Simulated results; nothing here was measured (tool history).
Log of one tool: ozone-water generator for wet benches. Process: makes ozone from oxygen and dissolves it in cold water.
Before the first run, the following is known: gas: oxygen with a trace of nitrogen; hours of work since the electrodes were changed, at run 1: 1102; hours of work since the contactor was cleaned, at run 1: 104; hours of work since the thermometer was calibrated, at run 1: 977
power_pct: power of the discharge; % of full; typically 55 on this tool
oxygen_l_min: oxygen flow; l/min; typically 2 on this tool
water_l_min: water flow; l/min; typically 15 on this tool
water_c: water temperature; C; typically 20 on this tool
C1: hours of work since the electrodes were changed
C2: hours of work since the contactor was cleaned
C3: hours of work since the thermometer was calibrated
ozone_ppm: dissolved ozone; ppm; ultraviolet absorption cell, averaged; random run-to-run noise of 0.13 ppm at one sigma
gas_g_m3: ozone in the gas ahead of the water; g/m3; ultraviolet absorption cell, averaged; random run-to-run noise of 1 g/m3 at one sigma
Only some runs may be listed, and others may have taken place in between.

Run 1, hour 0: usual settings; C1 1102; C2 104; C3 977. Result: ozone_ppm 14.1 ppm, gas_g_m3 174.1 g/m3.
Run 2, hour 40.9: usual settings; C1 1137; C2 140; C3 1013. Result: ozone_ppm 13.9 ppm, gas_g_m3 174.7 g/m3.
Run 3, hour 88.3: usual settings but power_pct 63 % of full; C1 1179; C2 181; C3 1054. Result: ozone_ppm 15 ppm, gas_g_m3 190.2 g/m3.
Run 4, hour 139.6: usual settings but water_l_min 14 l/min; C1 1223; C2 226; C3 1099. Result: ozone_ppm 14.4 ppm, gas_g_m3 174.7 g/m3.
Run 5, hour 171: usual settings but water_l_min 14 l/min; C1 1251; C2 253; C3 1126. Result: ozone_ppm 14.8 ppm, gas_g_m3 174.6 g/m3.
Run 6, hour 225.1: usual settings; C1 1298; C2 300; C3 1174. Result: ozone_ppm 13.8 ppm, gas_g_m3 176.2 g/m3.
Run 7, hour 253.9: usual settings but water_l_min 9 l/min; C1 1323; C2 325; C3 1199. Result: ozone_ppm 20.1 ppm, gas_g_m3 174 g/m3.
Run 8, hour 310.2: usual settings but water_l_min 9 l/min; C1 1372; C2 374; C3 1248. Result: ozone_ppm 19.9 ppm, gas_g_m3 172.4 g/m3.
Run 9, hour 364.3: usual settings but water_l_min 9 l/min; C1 1419; C2 422; C3 1295. Result: ozone_ppm 20.2 ppm, gas_g_m3 170.3 g/m3.
Run 10, hour 396.5: usual settings but water_c 19 C; C1 1447; C2 450; C3 1323. Result: ozone_ppm 13.9 ppm, gas_g_m3 171.9 g/m3.
Run 11, hour 447.6: usual settings but water_l_min 23 l/min; C1 1492; C2 494; C3 1367. Result: ozone_ppm 9.5 ppm, gas_g_m3 173.7 g/m3.
Run 12, hour 507.5: usual settings but water_l_min 23 l/min; C1 1544; C2 546; C3 1419. Result: ozone_ppm 9.6 ppm, gas_g_m3 171.8 g/m3.
Run 13, hour 552.3: usual settings but water_l_min 11 l/min; C1 1583; C2 585; C3 1459. Result: ozone_ppm 17.4 ppm, gas_g_m3 169.5 g/m3.
At hour 561.3: gauge calibrated.
Run 14, hour 579.1: usual settings but water_l_min 11 l/min; C1 1606; C2 609; C3 1482. Result: ozone_ppm 17.3 ppm, gas_g_m3 177.1 g/m3.
Run 15, hour 620.6: usual settings but water_l_min 11 l/min; C1 1642; C2 645; C3 1518. Result: ozone_ppm 17.4 ppm, gas_g_m3 176.2 g/m3.
Run 16, hour 665.4: usual settings but oxygen_l_min 2.85 l/min, water_l_min 23 l/min, water_c 14 C; C1 1681; C2 684; C3 1557. Result: ozone_ppm 11.8 ppm, gas_g_m3 155.8 g/m3.
Run 17, hour 692.2: usual settings but water_l_min 9 l/min; C1 1705; C2 707; C3 1580. Result: ozone_ppm 19.9 ppm, gas_g_m3 174.7 g/m3.
Run 18, hour 750.9: usual settings but power_pct 60 % of full, oxygen_l_min 2.94 l/min, water_l_min 18 l/min; C1 1756; C2 758; C3 1632. Result: ozone_ppm 14.4 ppm, gas_g_m3 162.9 g/m3.
Run 19, hour 781.3: usual settings but water_c 12 C; C1 1782; C2 785; C3 1658. Result: ozone_ppm 14.7 ppm, gas_g_m3 173.3 g/m3.
Run 20, hour 837.2: usual settings but power_pct 74 % of full, oxygen_l_min 2.71 l/min, water_l_min 13 l/min, water_c 19 C; C1 1831; C2 833; C3 1707. Result: ozone_ppm 21 ppm, gas_g_m3 190.7 g/m3.
Run 21, hour 872.4: usual settings but oxygen_l_min 3.48 l/min, water_l_min 19 l/min; C1 1862; C2 864; C3 1737. Result: ozone_ppm 13.8 ppm, gas_g_m3 144 g/m3.
Run 22, hour 900.2: usual settings but oxygen_l_min 1.71 l/min, water_l_min 21 l/min; C1 1886; C2 888; C3 1762. Result: ozone_ppm 9.6 ppm, gas_g_m3 181.6 g/m3.
Run 23, hour 939.3: usual settings but power_pct 41 % of full, water_l_min 11 l/min, water_c 14 C; C1 1920; C2 922; C3 1796. Result: ozone_ppm 15.6 ppm, gas_g_m3 140.1 g/m3.
Run 24, hour 990.3: usual settings but power_pct 41 % of full, water_l_min 11 l/min, water_c 14 C; C1 1965; C2 967; C3 1840. Result: ozone_ppm 15.4 ppm, gas_g_m3 141.1 g/m3.
Run 25, hour 1029.9: usual settings but power_pct 41 % of full, water_l_min 11 l/min, water_c 14 C; C1 1999; C2 1001; C3 1875. Result: ozone_ppm 15.3 ppm, gas_g_m3 140.5 g/m3.
Run 26, hour 1058.6: usual settings but oxygen_l_min 1.47 l/min, water_c 27 C; C1 2024; C2 1026; C3 1900. Result: ozone_ppm 11.7 ppm, gas_g_m3 189.2 g/m3.
Run 27, hour 1106.9: usual settings but oxygen_l_min 1.47 l/min, water_c 27 C; C1 2066; C2 1068; C3 1942. Result: ozone_ppm 11.7 ppm, gas_g_m3 190.6 g/m3.
Run 28, hour 1147.4: usual settings but water_l_min 12 l/min; C1 2101; C2 1104; C3 1977. Result: ozone_ppm 16.6 ppm, gas_g_m3 170.7 g/m3.
Run 29, hour 1184.3: usual settings but power_pct 60 % of full, oxygen_l_min 1.49 l/min, water_l_min 12 l/min, water_c 14 C; C1 2134; C2 1136; C3 2009. Result: ozone_ppm 16.5 ppm, gas_g_m3 198.3 g/m3.

Each row is a separate what-if for the run after 29, all from the same tool condition, not one after another. Results?
Run A, hour 1219.7: usual settings but oxygen_l_min 2.19 l/min, water_l_min 12 l/min, water_c 14 C; C1 2164; C2 1167; C3 2040. Result: ozone_ppm ?, gas_g_m3 ?.
Run B, hour 1219.7: usual settings but power_pct 44 % of full, water_l_min 14 l/min; C1 2164; C2 1167; C3 2040. Result: ozone_ppm ?, gas_g_m3 ?.
Run C, hour 1219.7: usual settings but power_pct 47 % of full, oxygen_l_min 1.49 l/min, water_l_min 12 l/min, water_c 18 C; C1 2164; C2 1167; C3 2040. Result: ozone_ppm ?, gas_g_m3 ?.

run  ozone_ppm  gas_g_m3
  A       18.3     164.8
  B       12.6     145.6
  C       13.7     166.1
Without the tool's unlogged condition, the same runs would have read:
run  ozone_ppm  gas_g_m3
  A       18.3     170.8
  B       12.6     150.9
  C       13.7     172.2

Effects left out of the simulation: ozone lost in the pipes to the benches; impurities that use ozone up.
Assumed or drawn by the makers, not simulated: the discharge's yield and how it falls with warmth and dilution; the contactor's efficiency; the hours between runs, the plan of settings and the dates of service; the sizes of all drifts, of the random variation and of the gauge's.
